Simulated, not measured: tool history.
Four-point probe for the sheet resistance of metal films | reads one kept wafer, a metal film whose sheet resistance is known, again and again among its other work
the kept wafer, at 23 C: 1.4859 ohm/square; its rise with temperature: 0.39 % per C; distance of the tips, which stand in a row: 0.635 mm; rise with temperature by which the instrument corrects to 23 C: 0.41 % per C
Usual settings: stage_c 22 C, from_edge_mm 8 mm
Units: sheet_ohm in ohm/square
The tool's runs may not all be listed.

| run | hour | stage_c | from_edge_mm | sheet_ohm |
|---|---|---|---|---|
| 1 | 0 | 22 | 8 | 1.491137 |
| 2 | 58.2 | 22 | 41 | 1.486082 |
| 3 | 117.4 | 22 | 21 | 1.486734 |
| 4 | 185.3 | 22 | 21 | 1.486432 |
|  | 218.2 | stage's thermometer calibrated |
| 5 | 227.6 | 22 | 4 | 1.505315 |
| 6 | 297.5 | 22 | 3 | 1.520815 |
| 7 | 351.3 | 22 | 3 | 1.520384 |
| 8 | 405.9 | 27 | 7 | 1.490903 |
| 9 | 458.6 | 26 | 5 | 1.497347 |
| 10 | 532.5 | 33 | 25 | 1.482695 |
| 11 | 584.8 | 19 | 5 | 1.49955 |
| 12 | 622.8 | 22 | 38 | 1.486214 |
| 13 | 668.1 | 22 | 38 | 1.485781 |

Forecast each of these 5 alternatives for the next run:
| A | 747.8 | 26 | 18 | ? |
| B | 747.8 | 22 | 15 | ? |
| C | 747.8 | 21 | 63 | ? |
| D | 747.8 | 33 | 4 | ? |
| E | 747.8 | 33 | 5 | ? |

| run | sheet_ohm |
|---|---|
| A | 1.485185 |
| B | 1.487461 |
| C | 1.486741 |
| D | 1.501721 |
| E | 1.495239 |
Without the tool's hidden state the same runs would have given:
| run | sheet_ohm |
|---|---|
| A | 1.485462 |
| B | 1.487738 |
| C | 1.487018 |
| D | 1.502 |
| E | 1.495518 |

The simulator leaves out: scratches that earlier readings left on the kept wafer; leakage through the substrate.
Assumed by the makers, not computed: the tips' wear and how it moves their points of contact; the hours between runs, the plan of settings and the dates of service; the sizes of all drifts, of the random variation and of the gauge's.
